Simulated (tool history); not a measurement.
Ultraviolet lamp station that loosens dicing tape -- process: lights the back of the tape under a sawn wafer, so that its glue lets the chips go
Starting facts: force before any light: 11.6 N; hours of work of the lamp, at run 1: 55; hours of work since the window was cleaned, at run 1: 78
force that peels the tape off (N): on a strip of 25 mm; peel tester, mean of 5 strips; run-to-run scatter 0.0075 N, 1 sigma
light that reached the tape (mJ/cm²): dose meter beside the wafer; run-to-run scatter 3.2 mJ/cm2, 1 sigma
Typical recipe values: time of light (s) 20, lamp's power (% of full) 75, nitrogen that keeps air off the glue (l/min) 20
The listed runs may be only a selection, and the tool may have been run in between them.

| run | hour | time of light (s) | lamp's power (% of full) | nitrogen that keeps air off the glue (l/min) | hours of work of the lamp | hours of work since the window was cleaned | force that peels the tape off (N) | light that reached the tape (mJ/cm²) |
|---|---|---|---|---|---|---|---|---|
| 1 | 0.0 | 20 | 75 | 20 | 55 | 78 | 0.317 | 470 |
| 2 | 11.9 | 20 | 75 | 20 | 63 | 86 | 0.311 | 468 |
| 3 | 25.0 | 20 | 75 | 20 | 71 | 94 | 0.318 | 468 |
| 4 | 42.8 | 20 | 75 | 20 | 83 | 106 | 0.326 | 462 |
| 5 | 54.3 | 20 | 75 | 20 | 91 | 114 | 0.314 | 457 |
| 6 | 73.2 | 20 | 75 | 20 | 103 | 126 | 0.316 | 459 |
| 7 | 84.1 | 20 | 75 | 20 | 110 | 133 | 0.333 | 461 |
| 8 | 101.1 | 20 | 82 | 20 | 122 | 144 | 0.282 | 496 |
| 9 | 116.5 | 20 | 72 | 20 | 132 | 155 | 0.382 | 435 |
| 10 | 132.2 | 20 | 75 | 20 | 142 | 165 | 0.344 | 447 |
| 11 | 147.2 | 20 | 75 | 20 | 152 | 175 | 0.335 | 449 |
| 12 | 161.2 | 20 | 75 | 20 | 161 | 184 | 0.358 | 449 |
| 13 | 175.4 | 20 | 75 | 20 | 171 | 193 | 0.363 | 439 |
| 14 | 190.8 | 20 | 75 | 26 | 181 | 203 | 0.304 | 439 |
| 15 | 202.6 | 20 | 75 | 26 | 189 | 211 | 0.308 | 441 |
| 16 | 214.4 | 20 | 75 | 26 | 196 | 219 | 0.307 | 431 |
| 17 | 235.3 | 20 | 70 | 20 | 210 | 233 | 0.435 | 406 |
| 18 | 244.4 | 20 | 70 | 7 | 216 | 239 | 0.904 | 405 |
|  | 246.6 | window cleaned of glue's vapour |
| 19 | 253.9 | 13 | 79 | 20 | 222 | 5 | 0.972 | 283 |
| 20 | 266.4 | 36 | 79 | 10 | 230 | 13 | 0.198 | 778 |
| 21 | 280.5 | 36 | 79 | 10 | 239 | 22 | 0.189 | 777 |
|  | 283.5 | window cleaned of glue's vapour, once more |
| 22 | 290.7 | 15 | 97 | 13 | 246 | 5 | 0.481 | 449 |
| 23 | 302.4 | 15 | 97 | 13 | 254 | 12 | 0.469 | 450 |
| 24 | 322.2 | 15 | 97 | 13 | 267 | 26 | 0.484 | 446 |
| 25 | 336.7 | 13 | 97 | 6 | 276 | 35 | 1.194 | 377 |
| 26 | 355.1 | 20 | 71 | 20 | 288 | 47 | 0.382 | 422 |
| 27 | 366.6 | 20 | 71 | 20 | 296 | 55 | 0.388 | 419 |
| 28 | 380.0 | 14 | 75 | 9 | 305 | 64 | 1.374 | 310 |
| 29 | 399.0 | 14 | 68 | 9 | 317 | 76 | 1.669 | 283 |
| 30 | 408.9 | 15 | 90 | 7 | 324 | 83 | 1.016 | 399 |
| 31 | 429.1 | 29 | 79 | 6 | 337 | 96 | 0.325 | 671 |
| 32 | 449.3 | 35 | 63 | 7 | 350 | 109 | 0.329 | 643 |
| 33 | 461.5 | 33 | 60 | 10 | 358 | 117 | 0.315 | 579 |
| 34 | 474.3 | 20 | 93 | 7 | 367 | 126 | 0.511 | 541 |
| 35 | 486.6 | 20 | 93 | 7 | 375 | 134 | 0.484 | 530 |
| 36 | 496.5 | 20 | 65 | 20 | 382 | 140 | 0.531 | 374 |

Across each entry between runs, compare the hidden state at the last listed run before it with the hidden state at the first listed run after it:
Logged between run 18 and run 19: window cleaned of glue's vapour (hour 246.6)
  lamp's light, % of a new lamp's: 94.1 -> 93.9; light that the window lets through, % of a clean one's: 93.3 -> 89.1
  measured minus no-state result, force that peels the tape off (N): +0.235 -> +0.328; light that reached the tape (mJ/cm²): -56 -> -56
Logged between run 21 and run 22: window cleaned of glue's vapour, once more (hour 283.5)
  lamp's light, % of a new lamp's: 93.6 -> 93.4; light that the window lets through, % of a clean one's: 88.6 -> 99.8
  measured minus no-state result, force that peels the tape off (N): +0.024 -> +0.072; light that reached the tape (mJ/cm²): -160 -> -33
